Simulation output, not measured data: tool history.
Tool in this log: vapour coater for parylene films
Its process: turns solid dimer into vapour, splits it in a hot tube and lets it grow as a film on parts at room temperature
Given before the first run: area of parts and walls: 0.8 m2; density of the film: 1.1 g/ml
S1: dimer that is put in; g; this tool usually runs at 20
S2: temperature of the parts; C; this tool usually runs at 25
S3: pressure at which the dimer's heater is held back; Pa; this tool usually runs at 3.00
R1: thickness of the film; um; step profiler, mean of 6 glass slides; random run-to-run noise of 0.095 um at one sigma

Run 1, hour 0.0: usual settings. Result: R1 11.51 um.
Run 2, hour 25.6: usual settings. Result: R1 11.49 um.
Run 3, hour 47.9: usual settings. Result: R1 11.66 um.
Run 4, hour 60.6: usual settings but S2 17 C. Result: R1 15.25 um.
Run 5, hour 86.0: usual settings but S2 17 C. Result: R1 15.33 um.
Run 6, hour 104.6: usual settings but S2 17 C. Result: R1 15.39 um.
Run 7, hour 120.4: usual settings but S2 17 C. Result: R1 15.17 um.
Run 8, hour 135.9: usual settings but S1 9 g. Result: R1 5.12 um.
At hour 142.4: trap's valve overhauled.
Run 9, hour 154.1: usual settings but S1 9 g. Result: R1 5.12 um.
Run 10, hour 174.5: usual settings but S1 9 g. Result: R1 5.05 um.
Run 11, hour 189.1: usual settings. Result: R1 11.40 um.
At hour 196.6: trap's valve overhauled, once more.
Run 12, hour 206.1: usual settings. Result: R1 11.55 um.
Run 13, hour 233.8: usual settings but S2 29 C. Result: R1 10.03 um.
Run 14, hour 252.4: usual settings but S1 23 g, S2 33 C. Result: R1 9.91 um.
Run 15, hour 277.7: usual settings but S1 23 g, S2 33 C. Result: R1 9.88 um.
Run 16, hour 291.6: usual settings but S1 23 g, S2 23 C, S3 4.25 Pa. Result: R1 13.98 um.
Run 17, hour 310.2: usual settings but S1 23 g, S2 23 C, S3 4.25 Pa. Result: R1 13.84 um.
Run 18, hour 326.6: usual settings but S1 23 g, S2 23 C, S3 4.25 Pa. Result: R1 13.82 um.
Run 19, hour 347.5: usual settings but S1 23 g, S2 18 C, S3 4.25 Pa. Result: R1 16.75 um.
Run 20, hour 368.2: usual settings but S1 23 g, S2 18 C, S3 4.25 Pa. Result: R1 16.55 um.
Run 21, hour 387.9: usual settings but S2 28 C, S3 11.29 Pa. Result: R1 9.41 um.
Run 22, hour 411.5: usual settings but S1 16 g, S2 33 C. Result: R1 6.92 um.
Run 23, hour 424.9: usual settings but S1 8 g, S3 3.16 Pa. Result: R1 4.57 um.
Run 24, hour 450.3: usual settings but S1 12 g, S2 30 C, S3 2.38 Pa. Result: R1 5.76 um.
Run 25, hour 461.4: usual settings but S1 12 g, S2 30 C, S3 2.38 Pa. Result: R1 5.78 um.
Run 26, hour 484.8: usual settings but S1 13 g, S3 3.10 Pa. Result: R1 7.36 um.

Below are 4 alternative next runs, each starting from the tool's condition after run 26. Predict each:
Run A, hour 504.1: usual settings but S1 35 g. Result: R1 ?.
Run B, hour 504.1: usual settings but S2 19 C, S3 4.97 Pa. Result: R1 ?.
Run C, hour 504.1: usual settings but S1 14 g, S2 26 C, S3 3.10 Pa. Result: R1 ?.
Run D, hour 504.1: usual settings but S1 15 g, S2 23 C. Result: R1 ?.

run     R1
  A  20.06
  B  13.47
  C   7.62
  D   9.16
Take away the tool's hidden state, keep each run's random variation, and the runs would have read:
run     R1
  A  20.56
  B  13.81
  C   7.81
  D   9.39
